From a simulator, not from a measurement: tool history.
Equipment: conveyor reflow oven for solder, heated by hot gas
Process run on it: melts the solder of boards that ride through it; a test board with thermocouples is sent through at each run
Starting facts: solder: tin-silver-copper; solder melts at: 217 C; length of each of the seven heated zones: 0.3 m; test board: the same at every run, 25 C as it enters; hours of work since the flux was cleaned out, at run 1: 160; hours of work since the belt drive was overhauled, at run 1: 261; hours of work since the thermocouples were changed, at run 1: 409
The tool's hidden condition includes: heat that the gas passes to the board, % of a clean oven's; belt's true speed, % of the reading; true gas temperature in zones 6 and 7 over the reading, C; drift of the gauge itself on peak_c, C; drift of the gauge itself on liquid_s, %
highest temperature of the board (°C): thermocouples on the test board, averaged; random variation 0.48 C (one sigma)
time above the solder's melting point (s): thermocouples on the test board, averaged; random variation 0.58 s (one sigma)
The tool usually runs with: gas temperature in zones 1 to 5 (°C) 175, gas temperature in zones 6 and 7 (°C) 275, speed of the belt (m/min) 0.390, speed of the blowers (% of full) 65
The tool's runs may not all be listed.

run	hour	gas temperature in zones 1 to 5 (°C)	gas temperature in zones 6 and 7 (°C)	speed of the belt (m/min)	speed of the blowers (% of full)	hours of work since the flux was cleaned out	hours of work since the belt drive was overhauled	hours of work since the thermocouples were changed	highest temperature of the board (°C)	time above the solder's melting point (s)
1	0.0	175	275	0.390	65	160	261	409	257.3	73.5
2	21.7	175	275	0.390	65	176	277	425	258.1	73.5
3	41.9	175	275	0.390	65	191	292	440	258.4	72.8
4	58.4	164	275	0.390	65	203	304	452	256.3	67.7
5	73.8	164	275	0.390	65	215	315	464	255.3	67.6
6	91.5	175	275	0.390	65	228	328	477	258.1	73.6
7	106.3	175	275	0.390	65	239	339	488	256.9	72.3
8	122.4	175	275	0.390	65	251	351	500	257.1	73.3
9	137.0	184	272	0.394	61	261	362	510	254.1	74.9
10	153.5	184	272	0.394	61	274	374	523	254.8	74.8
11	173.4	184	272	0.394	61	288	389	537	254.4	74.1
# hour 188.5: thermocouples of zones 6 and 7 changed
12	191.7	175	275	0.390	76	300	401	2	259.9	75.7
13	202.7	165	285	0.352	84	308	409	10	271.3	87.3
14	218.2	179	278	0.348	86	320	420	22	266.9	91.7
15	228.4	179	278	0.393	88	327	428	29	264.3	79.5
16	237.4	179	278	0.393	88	334	435	36	263.8	79.2

Hidden state or all else? Some run-to-run changes of highest temperature of the board (°C), split into what the settings, what came in and random variation would give without the hidden state, and what is left for the hidden state (with any gauge scatter that isn't in both results):
Run 11 -> 12: gas temperature in zones 1 to 5 (°C) 184 -> 175, gas temperature in zones 6 and 7 (°C) 272 -> 275, speed of the belt (m/min) 0.394 -> 0.390, speed of the blowers (% of full) 61 -> 76, thermocouples of zones 6 and 7 changed. highest temperature of the board (°C) +5.5: hidden state +0.6, all else +4.9.
Run 12 -> 13: gas temperature in zones 1 to 5 (°C) 175 -> 165, gas temperature in zones 6 and 7 (°C) 275 -> 285, speed of the belt (m/min) 0.390 -> 0.352, speed of the blowers (% of full) 76 -> 84. highest temperature of the board (°C) +11.4: hidden state -0.2, all else +11.6.
